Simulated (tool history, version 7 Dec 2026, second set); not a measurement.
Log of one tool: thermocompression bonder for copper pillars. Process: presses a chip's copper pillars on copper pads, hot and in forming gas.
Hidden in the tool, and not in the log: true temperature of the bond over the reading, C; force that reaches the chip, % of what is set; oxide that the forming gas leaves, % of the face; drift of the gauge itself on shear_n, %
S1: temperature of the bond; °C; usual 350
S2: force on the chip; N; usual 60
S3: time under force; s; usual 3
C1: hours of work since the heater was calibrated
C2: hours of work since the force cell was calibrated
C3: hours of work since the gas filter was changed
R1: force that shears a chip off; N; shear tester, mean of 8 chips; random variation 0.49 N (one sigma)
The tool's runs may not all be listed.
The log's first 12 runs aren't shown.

| run | hour | S1 | S2 | S3 | C1 | C2 | C3 | R1 |
|---|---|---|---|---|---|---|---|---|
| 13 | 613 | 349 | 60 | 3 | 58 | 1239 | 113 | 60.7 |
|  | 644.7 | heater calibrated with a thermocouple chip, once more |
| 14 | 678.5 | 350 | 60 | 2 | 16 | 1269 | 142 | 50.1 |
|  | 735.8 | forming gas filter changed |
| 15 | 742.1 | 350 | 60 | 3 | 45 | 1298 | 3 | 63.2 |
| 16 | 798.6 | 350 | 60 | 3 | 71 | 1324 | 29 | 61.3 |
| 17 | 832.8 | 350 | 60 | 5 | 87 | 1340 | 45 | 71.6 |
| 18 | 895.9 | 350 | 60 | 5 | 116 | 1369 | 74 | 69.5 |
|  | 944.4 | force cell calibrated |
| 19 | 950.5 | 350 | 60 | 6 | 141 | 3 | 99 | 74.3 |
| 20 | 1016.8 | 340 | 60 | 4 | 172 | 34 | 130 | 60.1 |
| 21 | 1056.1 | 340 | 69 | 4 | 190 | 52 | 148 | 66.9 |
| 22 | 1091.2 | 340 | 49 | 9 | 206 | 68 | 164 | 61.7 |
|  | 1105.2 | forming gas filter changed |
| 23 | 1129.3 | 340 | 49 | 9 | 223 | 85 | 11 | 69.3 |
| 24 | 1204.6 | 340 | 49 | 9 | 258 | 120 | 46 | 67.9 |
| 25 | 1262.5 | 350 | 59 | 6 | 285 | 147 | 73 | 75.5 |

The next listed run, before its measurement:
| 26 | 1299.8 | 349 | 37 | 3 | 302 | 164 | 90 | ? |

{"run 26": {"R1": 35.7}}
Without the tool's hidden state the same run would have given R1 37.8 N.

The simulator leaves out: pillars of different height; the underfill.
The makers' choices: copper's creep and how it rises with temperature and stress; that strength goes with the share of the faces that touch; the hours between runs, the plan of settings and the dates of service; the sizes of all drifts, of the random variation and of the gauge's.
